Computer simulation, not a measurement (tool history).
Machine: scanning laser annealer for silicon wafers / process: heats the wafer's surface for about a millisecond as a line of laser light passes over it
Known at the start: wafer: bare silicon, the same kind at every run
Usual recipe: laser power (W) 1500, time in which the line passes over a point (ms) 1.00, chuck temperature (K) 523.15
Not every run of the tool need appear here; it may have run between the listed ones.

run    hour  laser power (W)  time in which the line passes over a point (ms)  chuck temperature (K)  highest temperature of the surface (K)
  1     0.0             1500                                             1.00                 523.15                                 1310.15
  2    20.9             1500                                             1.00                 523.15                                 1305.15
  3    38.8             1500                                             0.95                 523.15                                 1285.15
  4    60.2             1500                                             0.95                 523.15                                 1287.15
       94.7  -- window over the wafer cleaned
  5    95.4             1587                                             1.00                 523.15                                 1387.15
  6   125.4             1587                                             1.00                 520.15                                 1383.15
  7   142.6             1587                                             1.00                 520.15                                 1380.15
  8   170.2             1587                                             1.00                 530.15                                 1392.15
  9   195.2             1587                                             1.00                 530.15                                 1391.15
 10   218.9             1587                                             1.00                 530.15                                 1388.15
 11   257.0             1587                                             1.00                 530.15                                 1384.15
 12   287.8             1500                                             1.00                 523.15                                 1325.15
 13   307.3             1500                                             0.81                 523.15                                 1243.15
 14   345.5             1500                                             0.81                 523.15                                 1245.15
 15   381.5             1533                                             1.00                 523.15                                 1338.15
 16   418.2             1533                                             1.00                 523.15                                 1337.15
 17   439.0             1533                                             1.00                 523.15                                 1336.15
 18   473.3             1533                                             1.00                 523.15                                 1329.15
 19   503.3             1331                                             1.00                 523.15                                 1216.15
 20   534.9             1500                                             1.00                 523.15                                 1306.15
 21   557.7             1486                                             0.80                 550.15                                 1245.15
 22   588.2             1542                                             0.80                 491.15                                 1216.15
 23   624.4             1284                                             0.78                 523.15                                 1106.15
 24   651.1             1284                                             0.78                 523.15                                 1105.15
 25   666.7             1425                                             1.00                 500.15                                 1236.15
 26   690.6             1425                                             1.00                 500.15                                 1233.15
      695.7  -- window over the wafer cleaned
 27   721.1             1320                                             1.12                 535.15                                 1280.15
 28   740.4             1644                                             1.10                 518.15                                 1454.15
 29   758.9             1500                                             1.21                 496.15                                 1384.15
 30   797.6             1560                                             0.77                 523.15                                 1260.15
 31   817.2             1625                                             0.70                 523.15                                 1260.15
 32   844.8             1625                                             0.70                 523.15                                 1259.15
 33   881.3             1500                                             0.78                 523.15                                 1229.15
 34   906.0             1500                                             0.98                 503.15                                 1292.15
 35   941.0             1500                                             0.98                 503.15                                 1292.15
 36   962.9             1500                                             0.82                 523.15                                 1242.15
 37   996.5             1500                                             0.82                 523.15                                 1242.15
 38  1028.5             1500                                             0.91                 557.15                                 1310.15
 39  1054.7             1454                                             0.83                 503.15                                 1199.15

What if the next run were any one of these 5? Each begins from the tool's condition after run 39:
  A  1091.8             1539                                             1.20                 560.15                                       ?
  B  1091.8             1380                                             0.78                 503.15                                       ?
  C  1091.8             1417                                             0.83                 503.15                                       ?
  D  1091.8             1322                                             0.83                 503.15                                       ?
  E  1091.8             1462                                             0.83                 545.15                                       ?

run  highest temperature of the surface (K)
  A                                 1448.15
  B                                 1138.15
  C                                 1178.15
  D                                 1127.15
  E                                 1243.15
With the hidden condition removed and each run's random variation left untouched, the same runs would have given:
run  highest temperature of the surface (K)
  A                                 1487.15
  B                                 1166.15
  C                                 1208.15
  D                                 1155.15
  E                                 1274.15
